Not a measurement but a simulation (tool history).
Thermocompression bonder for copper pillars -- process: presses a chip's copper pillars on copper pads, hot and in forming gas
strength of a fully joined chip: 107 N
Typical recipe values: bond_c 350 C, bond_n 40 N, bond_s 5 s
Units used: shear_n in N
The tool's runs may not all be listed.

run 1 day=0 | bond_c=350 bond_n=40 bond_s=5 | shear_n=41.3
run 2 day=0.542 | bond_c=350 bond_n=40 bond_s=7 | shear_n=46.8
run 3 day=0.775 | bond_c=350 bond_n=40 bond_s=7 | shear_n=46.8
run 4 day=1.054 | bond_c=350 bond_n=40 bond_s=11 | shear_n=55.1
-- day=1.183 forming gas filter changed
run 5 day=1.471 | bond_c=350 bond_n=40 bond_s=11 | shear_n=55
run 6 day=1.871 | bond_c=350 bond_n=40 bond_s=11 | shear_n=54.9
run 7 day=2.204 | bond_c=350 bond_n=40 bond_s=11 | shear_n=54.8
run 8 day=2.667 | bond_c=350 bond_n=40 bond_s=11 | shear_n=54.6
run 9 day=2.933 | bond_c=350 bond_n=40 bond_s=5 | shear_n=41.5
run 10 day=3.479 | bond_c=350 bond_n=40 bond_s=5 | shear_n=41.5
run 11 day=3.921 | bond_c=350 bond_n=40 bond_s=9 | shear_n=51.6
run 12 day=4.229 | bond_c=350 bond_n=40 bond_s=9 | shear_n=51.3
run 13 day=4.562 | bond_c=350 bond_n=40 bond_s=9 | shear_n=51.4
run 14 day=4.875 | bond_c=350 bond_n=40 bond_s=9 | shear_n=51.6
run 15 day=5.242 | bond_c=350 bond_n=40 bond_s=9 | shear_n=51.8
run 16 day=5.717 | bond_c=350 bond_n=40 bond_s=12 | shear_n=56.9
run 17 day=6.15 | bond_c=350 bond_n=40 bond_s=12 | shear_n=56.4
run 18 day=6.417 | bond_c=350 bond_n=40 bond_s=12 | shear_n=57
run 19 day=6.942 | bond_c=350 bond_n=40 bond_s=12 | shear_n=56.9
run 20 day=7.242 | bond_c=376 bond_n=40 bond_s=8 | shear_n=60.9
run 21 day=7.754 | bond_c=349 bond_n=31 bond_s=9 | shear_n=38.6
run 22 day=8.175 | bond_c=325 bond_n=37 bond_s=8 | shear_n=36
run 23 day=8.558 | bond_c=351 bond_n=37 bond_s=3 | shear_n=31
run 24 day=9.033 | bond_c=333 bond_n=51 bond_s=5 | shear_n=46.4
run 25 day=9.342 | bond_c=333 bond_n=51 bond_s=5 | shear_n=46.6
run 26 day=9.833 | bond_c=337 bond_n=44 bond_s=7 | shear_n=46.7
run 27 day=10.229 | bond_c=373 bond_n=35 bond_s=13 | shear_n=60.6
run 28 day=10.692 | bond_c=373 bond_n=35 bond_s=13 | shear_n=60.4
run 29 day=11.029 | bond_c=349 bond_n=42 bond_s=5 | shear_n=42.8
run 30 day=11.533 | bond_c=349 bond_n=42 bond_s=5 | shear_n=43.3
run 31 day=11.979 | bond_c=350 bond_n=28 bond_s=6 | shear_n=28.7
run 32 day=12.354 | bond_c=350 bond_n=28 bond_s=6 | shear_n=28.7
run 33 day=12.862 | bond_c=350 bond_n=25 bond_s=5 | shear_n=23.2
run 34 day=13.354 | bond_c=366 bond_n=27 bond_s=5 | shear_n=29.8
run 35 day=13.646 | bond_c=366 bond_n=27 bond_s=5 | shear_n=29.7
run 36 day=14.129 | bond_c=350 bond_n=40 bond_s=8 | shear_n=49.1
run 37 day=14.617 | bond_c=325 bond_n=40 bond_s=5 | shear_n=32.2

Each row is a separate what-if for the run after 37, all from the same tool condition, not one after another. Results?
run A day=14.988 | bond_c=346 bond_n=46 bond_s=9 | shear_n=?
run B day=14.988 | bond_c=331 bond_n=50 bond_s=6 | shear_n=?
run C day=14.988 | bond_c=335 bond_n=39 bond_s=5 | shear_n=?

run=A shear_n=57
run=B shear_n=47.2
run=C shear_n=34.8
With the hidden condition removed and each run's random variation left untouched, the same runs would have given:
run=A shear_n=57
run=B shear_n=47.3
run=C shear_n=34.8
